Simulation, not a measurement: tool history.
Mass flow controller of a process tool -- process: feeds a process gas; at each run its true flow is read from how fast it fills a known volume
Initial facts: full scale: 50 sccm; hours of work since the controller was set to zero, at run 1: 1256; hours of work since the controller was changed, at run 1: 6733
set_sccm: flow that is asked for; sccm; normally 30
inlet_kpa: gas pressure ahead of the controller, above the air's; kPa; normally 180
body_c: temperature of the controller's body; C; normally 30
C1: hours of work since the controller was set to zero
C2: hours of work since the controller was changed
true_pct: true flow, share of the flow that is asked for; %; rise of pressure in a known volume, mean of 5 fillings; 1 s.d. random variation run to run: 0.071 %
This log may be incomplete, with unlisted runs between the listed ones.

{"run": 1, "day": 0.0, "set_sccm": 30, "inlet_kpa": 180, "body_c": 30, "C1": 1256, "C2": 6733, "true_pct": 102.57}
{"run": 2, "day": 12.425, "set_sccm": 30, "inlet_kpa": 208, "body_c": 30, "C1": 1427, "C2": 6904, "true_pct": 102.44}
{"run": 3, "day": 22.058, "set_sccm": 30, "inlet_kpa": 208, "body_c": 30, "C1": 1559, "C2": 7036, "true_pct": 102.5}
{"run": 4, "day": 35.425, "set_sccm": 30, "inlet_kpa": 240, "body_c": 30, "C1": 1743, "C2": 7220, "true_pct": 102.46}
{"run": 5, "day": 49.383, "set_sccm": 30, "inlet_kpa": 240, "body_c": 30, "C1": 1935, "C2": 7412, "true_pct": 102.64}
{"run": 6, "day": 65.138, "set_sccm": 30, "inlet_kpa": 240, "body_c": 30, "C1": 2151, "C2": 7628, "true_pct": 102.66}
{"run": 7, "day": 75.029, "set_sccm": 30, "inlet_kpa": 240, "body_c": 30, "C1": 2287, "C2": 7764, "true_pct": 102.82}
{"run": 8, "day": 91.667, "set_sccm": 30, "inlet_kpa": 180, "body_c": 30, "C1": 2516, "C2": 7993, "true_pct": 103.32}
{"run": 9, "day": 103.717, "set_sccm": 30, "inlet_kpa": 180, "body_c": 30, "C1": 2681, "C2": 8158, "true_pct": 103.33}
{"run": 10, "day": 120.708, "set_sccm": 30, "inlet_kpa": 180, "body_c": 30, "C1": 2915, "C2": 8392, "true_pct": 103.76}
{"run": 11, "day": 135.45, "set_sccm": 30, "inlet_kpa": 180, "body_c": 30, "C1": 3118, "C2": 8595, "true_pct": 103.68}
{"run": 12, "day": 150.679, "set_sccm": 30, "inlet_kpa": 180, "body_c": 33, "C1": 3327, "C2": 8804, "true_pct": 104.25}
{"run": 13, "day": 161.892, "set_sccm": 30, "inlet_kpa": 180, "body_c": 33, "C1": 3481, "C2": 8958, "true_pct": 104.25}
{"run": 14, "day": 171.158, "set_sccm": 30, "inlet_kpa": 180, "body_c": 33, "C1": 3608, "C2": 9085, "true_pct": 104.41}
{"run": 15, "day": 180.421, "set_sccm": 6, "inlet_kpa": 209, "body_c": 27, "C1": 3736, "C2": 9213, "true_pct": 108.2}
{"run": 16, "day": 188.671, "set_sccm": 30, "inlet_kpa": 163, "body_c": 27, "C1": 3849, "C2": 9326, "true_pct": 103.95}
{"run": 17, "day": 202.538, "set_sccm": 30, "inlet_kpa": 218, "body_c": 30, "C1": 4040, "C2": 9517, "true_pct": 104.11}
{"run": 18, "day": 211.921, "set_sccm": 30, "inlet_kpa": 218, "body_c": 30, "C1": 4169, "C2": 9646, "true_pct": 104.21}
{"run": 19, "day": 227.521, "set_sccm": 30, "inlet_kpa": 175, "body_c": 22, "C1": 4383, "C2": 9860, "true_pct": 103.7}
{"run": 20, "day": 240.462, "set_sccm": 16, "inlet_kpa": 160, "body_c": 22, "C1": 4561, "C2": 10038, "true_pct": 104.72}
{"run": 21, "day": 247.942, "set_sccm": 43, "inlet_kpa": 219, "body_c": 30, "C1": 4664, "C2": 10141, "true_pct": 104.52}
{"run": 22, "day": 263.238, "set_sccm": 6, "inlet_kpa": 175, "body_c": 30, "C1": 4874, "C2": 10351, "true_pct": 111.23}
{"run": 23, "day": 279.179, "set_sccm": 30, "inlet_kpa": 153, "body_c": 26, "C1": 5093, "C2": 10570, "true_pct": 104.77}
{"run": 24, "day": 291.121, "set_sccm": 28, "inlet_kpa": 153, "body_c": 35, "C1": 5257, "C2": 10734, "true_pct": 105.83}
{"day": 300.971, "done": "controller's zero set anew"}
{"run": 25, "day": 302.288, "set_sccm": 28, "inlet_kpa": 153, "body_c": 35, "C1": 18, "C2": 10887, "true_pct": 103.73}

Forecast each of these 5 alternatives for the next run:
{"run": "A", "day": 316.996, "set_sccm": 25, "inlet_kpa": 254, "body_c": 30, "C1": 220, "C2": 11090, "true_pct": "?"}
{"run": "B", "day": 316.996, "set_sccm": 6, "inlet_kpa": 170, "body_c": 23, "C1": 220, "C2": 11090, "true_pct": "?"}
{"run": "C", "day": 316.996, "set_sccm": 30, "inlet_kpa": 180, "body_c": 37, "C1": 220, "C2": 11090, "true_pct": "?"}
{"run": "D", "day": 316.996, "set_sccm": 14, "inlet_kpa": 180, "body_c": 30, "C1": 220, "C2": 11090, "true_pct": "?"}
{"run": "E", "day": 316.996, "set_sccm": 27, "inlet_kpa": 143, "body_c": 23, "C1": 220, "C2": 11090, "true_pct": "?"}

run=A true_pct=102.63
run=B true_pct=101.83
run=C true_pct=104.01
run=D true_pct=102.69
run=E true_pct=102.67
With the hidden condition removed and each run's random variation left untouched, the same runs would have given:
run=A true_pct=99.03
run=B true_pct=97.87
run=C true_pct=100.43
run=D true_pct=99.00
run=E true_pct=99.08
